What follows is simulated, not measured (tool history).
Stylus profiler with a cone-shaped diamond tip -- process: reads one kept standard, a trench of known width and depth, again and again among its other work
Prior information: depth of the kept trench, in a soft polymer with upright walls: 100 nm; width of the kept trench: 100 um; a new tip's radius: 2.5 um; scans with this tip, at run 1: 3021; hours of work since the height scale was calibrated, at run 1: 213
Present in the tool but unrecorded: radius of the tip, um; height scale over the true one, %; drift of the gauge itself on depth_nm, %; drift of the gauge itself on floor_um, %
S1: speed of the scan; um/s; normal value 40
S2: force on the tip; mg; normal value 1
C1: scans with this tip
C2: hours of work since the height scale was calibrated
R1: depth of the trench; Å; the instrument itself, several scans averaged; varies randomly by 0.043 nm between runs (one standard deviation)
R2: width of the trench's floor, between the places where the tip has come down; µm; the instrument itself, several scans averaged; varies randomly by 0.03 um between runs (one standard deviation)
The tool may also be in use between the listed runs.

Run 1, hour 0: usual settings; C1 3021; C2 213. Result: R1 1007.2 Å, R2 98.23 µm.
Run 2, hour 21: usual settings but S2 1.01 mg; C1 3208; C2 226. Result: R1 1007.9 Å, R2 98.25 µm.
Run 3, hour 44.6: usual settings but S2 1.01 mg; C1 3418; C2 241. Result: R1 1008.4 Å, R2 98.24 µm.
Run 4, hour 69.4: usual settings but S2 1.01 mg; C1 3639; C2 257. Result: R1 1006.5 Å, R2 98.23 µm.
Run 5, hour 82.5: usual settings; C1 3756; C2 265. Result: R1 1007.4 Å, R2 98.18 µm.
Run 6, hour 107.4: usual settings; C1 3977; C2 280. Result: R1 1007.5 Å, R2 98.17 µm.
Run 7, hour 119.2: usual settings; C1 4082; C2 288. Result: R1 1008.2 Å, R2 98.21 µm.
Run 8, hour 143.2: usual settings; C1 4295; C2 303. Result: R1 1007.7 Å, R2 98.23 µm.
Run 9, hour 157.2: usual settings; C1 4420; C2 312. Result: R1 1007.4 Å, R2 98.22 µm.
Run 10, hour 175.3: usual settings; C1 4581; C2 323. Result: R1 1007.4 Å, R2 98.23 µm.
Run 11, hour 195.2: usual settings; C1 4758; C2 335. Result: R1 1007.4 Å, R2 98.23 µm.
Run 12, hour 221.3: usual settings; C1 4990; C2 352. Result: R1 1007.3 Å, R2 98.15 µm.
Run 13, hour 238.6: usual settings; C1 5145; C2 363. Result: R1 1007.1 Å, R2 98.23 µm.
Run 14, hour 257.1: usual settings; C1 5309; C2 374. Result: R1 1006.9 Å, R2 98.13 µm.
Run 15, hour 272.5: usual settings but S1 146 um/s; C1 5446; C2 384. Result: R1 1006.9 Å, R2 97.57 µm.

The next listed run, before its measurement:
Run 16, hour 286.3: usual settings but S1 146 um/s; C1 5569; C2 393. Result: R1 ?, R2 ?.

R1: 1007.7 Å
R2: 97.55 µm
On a tool with no hidden condition, and with the same random variation, this run would have come out at R1 1008.5 Å, R2 97.75 µm.

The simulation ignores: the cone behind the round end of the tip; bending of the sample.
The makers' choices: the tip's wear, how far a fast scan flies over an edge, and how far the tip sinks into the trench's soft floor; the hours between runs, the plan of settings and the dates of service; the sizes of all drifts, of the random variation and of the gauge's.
